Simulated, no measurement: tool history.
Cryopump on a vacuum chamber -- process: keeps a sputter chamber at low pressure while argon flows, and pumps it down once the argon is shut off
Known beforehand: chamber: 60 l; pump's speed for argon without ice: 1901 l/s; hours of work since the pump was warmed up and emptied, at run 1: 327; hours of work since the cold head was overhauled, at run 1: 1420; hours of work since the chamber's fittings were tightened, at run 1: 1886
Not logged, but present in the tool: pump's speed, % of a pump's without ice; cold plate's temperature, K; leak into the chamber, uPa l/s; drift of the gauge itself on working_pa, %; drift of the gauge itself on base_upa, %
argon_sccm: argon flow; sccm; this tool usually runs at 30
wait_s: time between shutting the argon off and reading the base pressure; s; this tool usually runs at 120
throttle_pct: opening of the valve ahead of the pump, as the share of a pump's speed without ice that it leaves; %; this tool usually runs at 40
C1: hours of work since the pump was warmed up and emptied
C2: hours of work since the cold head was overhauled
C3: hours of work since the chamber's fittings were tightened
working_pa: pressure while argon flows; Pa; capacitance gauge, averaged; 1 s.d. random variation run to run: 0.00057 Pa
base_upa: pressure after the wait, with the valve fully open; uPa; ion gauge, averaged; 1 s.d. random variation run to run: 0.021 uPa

run 1 day=0 | argon_sccm=30 wait_s=120 throttle_pct=40 | C1=327 C2=1420 C3=1886 | working_pa=0.071 base_upa=1.19
run 2 day=3.392 | argon_sccm=30 wait_s=120 throttle_pct=40 | C1=379 C2=1472 C3=1939 | working_pa=0.07 base_upa=1.22
run 3 day=6.575 | argon_sccm=30 wait_s=58 throttle_pct=40 | C1=428 C2=1521 C3=1988 | working_pa=0.0704 base_upa=1.45
run 4 day=8.767 | argon_sccm=30 wait_s=99 throttle_pct=40 | C1=462 C2=1555 C3=2021 | working_pa=0.0713 base_upa=1.3
run 5 day=11.446 | argon_sccm=30 wait_s=99 throttle_pct=40 | C1=503 C2=1596 C3=2063 | working_pa=0.0714 base_upa=1.37
run 6 day=14.458 | argon_sccm=30 wait_s=99 throttle_pct=40 | C1=550 C2=1643 C3=2109 | working_pa=0.0725 base_upa=1.44
run 7 day=17.821 | argon_sccm=30 wait_s=99 throttle_pct=40 | C1=602 C2=1694 C3=2161 | working_pa=0.0715 base_upa=1.44
run 8 day=20.562 | argon_sccm=30 wait_s=120 throttle_pct=40 | C1=644 C2=1737 C3=2203 | working_pa=0.0732 base_upa=1.49
run 9 day=22.638 | argon_sccm=30 wait_s=120 throttle_pct=40 | C1=676 C2=1769 C3=2235 | working_pa=0.0728 base_upa=1.52
run 10 day=24.429 | argon_sccm=30 wait_s=120 throttle_pct=40 | C1=703 C2=1796 C3=2263 | working_pa=0.0733 base_upa=1.53
run 11 day=26.892 | argon_sccm=30 wait_s=120 throttle_pct=40 | C1=741 C2=1834 C3=2301 | working_pa=0.0734 base_upa=1.55
run 12 day=30.2 | argon_sccm=30 wait_s=120 throttle_pct=40 | C1=792 C2=1885 C3=2351 | working_pa=0.0736 base_upa=1.58
-- day=30.746 leaking fittings of the chamber tightened, without venting
run 13 day=31.904 | argon_sccm=30 wait_s=45 throttle_pct=40 | C1=817 C2=1910 C3=18 | working_pa=0.0746 base_upa=0.62
run 14 day=33.562 | argon_sccm=36 wait_s=183 throttle_pct=33 | C1=843 C2=1936 C3=43 | working_pa=0.1075 base_upa=0.32
run 15 day=37.129 | argon_sccm=30 wait_s=208 throttle_pct=57 | C1=898 C2=1991 C3=98 | working_pa=0.0554 base_upa=0.34
run 16 day=39.254 | argon_sccm=30 wait_s=208 throttle_pct=57 | C1=931 C2=2023 C3=131 | working_pa=0.0554 base_upa=0.41
run 17 day=42.658 | argon_sccm=30 wait_s=208 throttle_pct=57 | C1=983 C2=2076 C3=183 | working_pa=0.0564 base_upa=0.45
run 18 day=45.679 | argon_sccm=30 wait_s=46 throttle_pct=33 | C1=1029 C2=2122 C3=230 | working_pa=0.0905 base_upa=0.76
-- day=46.954 pump warmed up, emptied and cooled again
run 19 day=48.629 | argon_sccm=36 wait_s=120 throttle_pct=40 | C1=26 C2=2165 C3=272 | working_pa=0.0815 base_upa=0.44
run 20 day=50.8 | argon_sccm=36 wait_s=120 throttle_pct=40 | C1=59 C2=2198 C3=306 | working_pa=0.0815 base_upa=0.45
run 21 day=53.217 | argon_sccm=43 wait_s=206 throttle_pct=40 | C1=96 C2=2235 C3=343 | working_pa=0.0967 base_upa=0.44
run 22 day=55.583 | argon_sccm=30 wait_s=97 throttle_pct=40 | C1=133 C2=2272 C3=379 | working_pa=0.0682 base_upa=0.56
run 23 day=58.079 | argon_sccm=30 wait_s=67 throttle_pct=55 | C1=171 C2=2310 C3=418 | working_pa=0.0507 base_upa=0.62

For each entry between runs, how does the tool's hidden state at the last listed run before it compare with that at the first listed run after it?
In the gap between runs 12 and 13: leaking fittings of the chamber tightened, without venting (day 30.746)
  pump's speed, % of a pump's without ice: 79.9 -> 79.4; cold plate's temperature, K: 13.07 -> 13.08; leak into the chamber, uPa l/s: 2196 -> 347
  measured less the result without the state, working_pa: +0.0074 -> +0.0077 Pa; base_upa: +1.31 -> +0.08 uPa
In the gap between runs 18 and 19: pump warmed up, emptied and cooled again (day 46.954)
  pump's speed, % of a pump's without ice: 74.4 -> 98.8; cold plate's temperature, K: 13.17 -> 13.19; leak into the chamber, uPa l/s: 512 -> 548
  measured less the result without the state, working_pa: +0.01 -> +0.0012 Pa; base_upa: +0.22 -> +0.14 uPa
